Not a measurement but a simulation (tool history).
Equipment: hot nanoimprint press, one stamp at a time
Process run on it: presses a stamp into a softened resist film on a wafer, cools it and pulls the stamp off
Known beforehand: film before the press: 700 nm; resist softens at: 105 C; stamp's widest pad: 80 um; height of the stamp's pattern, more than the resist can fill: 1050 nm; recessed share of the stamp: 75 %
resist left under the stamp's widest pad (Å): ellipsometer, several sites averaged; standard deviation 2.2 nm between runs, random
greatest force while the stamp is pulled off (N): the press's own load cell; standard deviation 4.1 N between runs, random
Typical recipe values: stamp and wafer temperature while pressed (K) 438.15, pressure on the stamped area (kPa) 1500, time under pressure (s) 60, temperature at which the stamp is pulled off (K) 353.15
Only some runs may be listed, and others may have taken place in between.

run	day	stamp and wafer temperature while pressed (K)	pressure on the stamped area (kPa)	time under pressure (s)	temperature at which the stamp is pulled off (K)	resist left under the stamp's widest pad (Å)	greatest force while the stamp is pulled off (N)
1	0	438.15	1500	60	353.15	3796	218
2	1.925	438.15	1500	60	354.15	3818	210
3	5.5	442.15	1500	60	354.15	3156	214
4	7.825	442.15	1050	60	354.15	3861	219
5	10.883	438.15	1500	60	353.15	3891	227
6	12.467	438.15	1500	60	353.15	3957	230
7	15.167	437.15	1500	60	353.15	4156	244
# day 17.467: plate thermocouple calibrated
8	19.138	437.15	1500	60	360.15	4397	204
9	22.308	437.15	1500	60	360.15	4453	215
10	26.004	438.15	1500	60	353.15	4288	264
# day 27.171: plate thermocouple calibrated, once more
11	29.492	438.15	1500	60	348.15	3686	280
# day 33.004: stamp cleaned and given a new release coat
12	33.608	438.15	1500	60	348.15	3677	220
13	36.729	438.15	1500	60	353.15	3707	208
14	38.788	438.15	1500	60	353.15	3770	215
15	40.662	438.15	2230	60	353.15	3055	209
16	42.792	432.15	1460	61	361.15	5044	171
17	45.012	432.15	1460	61	361.15	5017	170
18	48.896	438.15	1680	60	353.15	3687	221
19	52.742	448.15	1340	60	353.15	2572	234
20	56.046	438.15	1420	46	353.15	4432	232
21	58.917	438.15	1420	38	344.15	4619	305
22	62.367	440.15	1500	84	353.15	3355	253
# day 63.012: plate thermocouple calibrated
23	66.012	440.15	1500	84	353.15	3012	241
24	68.983	427.15	1500	31	346.15	6298	292
25	70.829	427.15	1500	31	346.15	6350	310
26	72.892	427.15	1500	31	346.15	6341	296
# day 73.458: stamp cleaned and given a new release coat
# day 75.121: press's hydraulic seals changed and the load cell set to zero
27	76.962	427.15	1500	31	346.15	6273	251
28	80.288	441.15	1980	60	340.15	2805	281
29	82.054	441.15	1980	60	340.15	2824	287

Measured less the same run without the tool's hidden state. The same run-to-run variation is in both; the gauge's scatter may not be:
The hidden state here: true temperature over the reading, C; pressure that arrives at the usual setting, %; grip of the stamp's worn release coat, % over a new coat's; drift of the gauge itself on residual_nm, %; drift of the gauge itself on pull_off_n, %.
run	resist left under the stamp's widest pad (Å)	greatest force while the stamp is pulled off (N)
1	+197	+16
2	+225	+19
3	+232	+25
4	+283	+28
5	+347	+34
6	+372	+37
7	+418	+44
8	+651	+48
9	+701	+55
10	+728	+69
11	+62	+54
12	+112	+3
13	+153	+7
14	+181	+11
15	+211	+15
16	+253	+15
17	+283	+18
18	+322	+28
19	+245	+36
20	+430	+41
21	+462	+56
22	+447	+54
23	+109	+44
24	+97	+58
25	+111	+65
26	+127	+64
27	+96	+9
28	+156	+16
29	+178	+21
